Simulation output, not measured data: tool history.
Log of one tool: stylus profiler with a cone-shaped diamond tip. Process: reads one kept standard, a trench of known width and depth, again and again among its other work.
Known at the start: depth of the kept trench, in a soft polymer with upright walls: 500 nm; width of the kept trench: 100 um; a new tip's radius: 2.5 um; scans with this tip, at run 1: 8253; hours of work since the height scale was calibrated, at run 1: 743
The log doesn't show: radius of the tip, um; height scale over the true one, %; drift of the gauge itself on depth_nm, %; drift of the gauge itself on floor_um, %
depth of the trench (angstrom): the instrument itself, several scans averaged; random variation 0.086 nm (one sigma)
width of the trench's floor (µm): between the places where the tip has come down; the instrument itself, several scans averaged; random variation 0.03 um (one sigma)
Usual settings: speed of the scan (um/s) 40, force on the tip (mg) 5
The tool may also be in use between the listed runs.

run	day	speed of the scan (um/s)	force on the tip (mg)	scans with this tip	hours of work since the height scale was calibrated	depth of the trench (angstrom)	width of the trench's floor (µm)
1	0	40	5	8253	743	5127.3	96.85
2	2.325	40	5	8549	769	5129.2	96.88
3	4.175	40	8.48	8785	790	5183	96.92
4	6.25	40	8.48	9049	814	5182.8	96.87
5	8.15	40	8.48	9291	836	5180.7	96.88
6	9.917	31	5	9517	856	5126.6	96.9
7	12.696	31	5	9871	888	5128.3	96.92
8	15.767	31	5	10262	923	5128.2	96.86
9	17.217	74	5	10446	940	5127.8	96.74
10	18.979	74	5	10671	960	5127.2	96.7
11	20.679	15	5	10888	980	5127.5	96.94
12	22.592	46	5	11131	1002	5125.7	96.8
13	24.946	46	5	11432	1029	5127.4	96.81
14	27.167	46	5	11714	1054	5127.2	96.8
15	29.121	89	2.37	11963	1076	5077.1	96.59

Run 16 comes next. What will it give?
16	30.733	130	5	12169	1095	?	?

depth of the trench (angstrom): 5127.1
width of the trench's floor (µm): 96.53
Without the tool's hidden state the same run would have given depth of the trench (angstrom) 5126.9, width of the trench's floor (µm) 96.55.
